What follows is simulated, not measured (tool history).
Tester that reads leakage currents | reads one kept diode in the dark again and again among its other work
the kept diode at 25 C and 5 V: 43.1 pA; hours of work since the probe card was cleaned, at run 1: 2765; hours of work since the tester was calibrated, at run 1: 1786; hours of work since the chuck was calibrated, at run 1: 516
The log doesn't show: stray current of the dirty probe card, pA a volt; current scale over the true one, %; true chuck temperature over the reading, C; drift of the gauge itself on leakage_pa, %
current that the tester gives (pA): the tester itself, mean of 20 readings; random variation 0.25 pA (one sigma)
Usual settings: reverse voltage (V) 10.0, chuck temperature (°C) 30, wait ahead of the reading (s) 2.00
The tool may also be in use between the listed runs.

| run | hour | reverse voltage (V) | chuck temperature (°C) | wait ahead of the reading (s) | hours of work since the probe card was cleaned | hours of work since the tester was calibrated | hours of work since the chuck was calibrated | current that the tester gives (pA) |
|---|---|---|---|---|---|---|---|---|
| 1 | 0.0 | 10.0 | 30 | 2.00 | 2765 | 1786 | 516 | 82.07 |
| 2 | 30.9 | 3.5 | 30 | 2.00 | 2788 | 1809 | 539 | 58.58 |
| 3 | 77.3 | 10.0 | 30 | 2.00 | 2821 | 1842 | 572 | 82.00 |
| 4 | 112.3 | 10.0 | 30 | 2.00 | 2846 | 1867 | 597 | 81.43 |
| 5 | 145.3 | 10.0 | 30 | 2.00 | 2870 | 1891 | 621 | 81.81 |
| 6 | 176.9 | 7.5 | 30 | 2.00 | 2893 | 1914 | 644 | 74.43 |
| 7 | 231.6 | 7.5 | 30 | 2.00 | 2932 | 1953 | 683 | 74.47 |
| 8 | 289.0 | 7.5 | 30 | 2.00 | 2974 | 1995 | 725 | 74.49 |
| 9 | 323.8 | 10.0 | 26 | 2.00 | 2999 | 2020 | 750 | 59.24 |
| 10 | 376.8 | 10.0 | 26 | 2.00 | 3037 | 2058 | 788 | 59.31 |
| 11 | 429.3 | 2.8 | 30 | 2.00 | 3075 | 2096 | 826 | 54.57 |
|  | 467.2 | chuck's temperature calibrated |
| 12 | 467.5 | 2.8 | 30 | 2.00 | 3101 | 2122 | 0 | 54.56 |
| 13 | 511.5 | 2.8 | 30 | 2.00 | 3133 | 2154 | 32 | 54.10 |
| 14 | 574.1 | 2.8 | 30 | 2.00 | 3178 | 2199 | 77 | 54.33 |
| 15 | 630.7 | 2.8 | 30 | 2.00 | 3219 | 2240 | 118 | 54.13 |
| 16 | 658.1 | 2.8 | 30 | 2.00 | 3238 | 2260 | 138 | 54.55 |
| 17 | 699.1 | 2.8 | 30 | 2.00 | 3268 | 2289 | 167 | 54.37 |
| 18 | 756.7 | 10.0 | 33 | 2.00 | 3309 | 2331 | 209 | 103.39 |
| 19 | 815.4 | 10.0 | 33 | 2.00 | 3352 | 2373 | 251 | 103.67 |
| 20 | 855.8 | 10.0 | 33 | 2.00 | 3381 | 2402 | 280 | 103.33 |
| 21 | 891.6 | 19.2 | 58 | 0.88 | 3407 | 2428 | 306 | 776.18 |
| 22 | 952.2 | 4.9 | 30 | 4.44 | 3450 | 2472 | 350 | 64.89 |
| 23 | 1011.1 | 16.6 | 42 | 0.71 | 3493 | 2514 | 392 | 242.45 |
| 24 | 1062.9 | 16.3 | 58 | 2.00 | 3530 | 2551 | 430 | 738.26 |
| 25 | 1089.4 | 16.3 | 58 | 2.00 | 3549 | 2570 | 449 | 733.44 |
| 26 | 1123.5 | 7.0 | 45 | 3.05 | 3574 | 2595 | 473 | 227.56 |
| 27 | 1163.0 | 7.0 | 45 | 3.05 | 3603 | 2624 | 502 | 227.23 |
| 28 | 1223.7 | 7.0 | 45 | 3.93 | 3646 | 2667 | 546 | 229.19 |
| 29 | 1260.9 | 7.0 | 45 | 3.93 | 3673 | 2694 | 572 | 226.82 |
| 30 | 1315.9 | 7.0 | 45 | 3.93 | 3713 | 2734 | 612 | 227.66 |
| 31 | 1346.2 | 7.0 | 45 | 3.93 | 3735 | 2756 | 634 | 227.95 |
| 32 | 1383.1 | 13.4 | 30 | 8.38 | 3761 | 2782 | 660 | 89.42 |
| 33 | 1442.8 | 4.3 | 44 | 1.68 | 3804 | 2825 | 704 | 181.86 |
| 34 | 1478.5 | 2.3 | 44 | 1.12 | 3830 | 2851 | 729 | 149.19 |
| 35 | 1518.0 | 4.7 | 44 | 6.77 | 3858 | 2880 | 758 | 185.73 |
| 36 | 1545.8 | 10.0 | 21 | 0.72 | 3879 | 2900 | 778 | 40.68 |
| 37 | 1580.0 | 1.4 | 54 | 1.57 | 3903 | 2924 | 802 | 260.39 |
|  | 1626.8 | probe card cleaned and baked |
| 38 | 1636.6 | 1.1 | 30 | 3.51 | 7 | 2963 | 841 | 40.70 |
|  | 1651.4 | chuck's temperature calibrated |
| 39 | 1693.0 | 1.3 | 30 | 1.11 | 46 | 3002 | 30 | 42.79 |

Forecast each of these 3 alternatives for the next run:
| A | 1718.3 | 10.0 | 30 | 4.28 | 65 | 3020 | 48 | ? |
| B | 1718.3 | 4.3 | 41 | 2.00 | 65 | 3020 | 48 | ? |
| C | 1718.3 | 14.4 | 23 | 1.79 | 65 | 3020 | 48 | ? |

| run | current that the tester gives (pA) |
|---|---|
| A | 81.06 |
| B | 146.14 |
| C | 52.39 |
Without the tool's hidden state the same runs would have given:
| run | current that the tester gives (pA) |
|---|---|
| A | 81.06 |
| B | 146.14 |
| C | 52.39 |
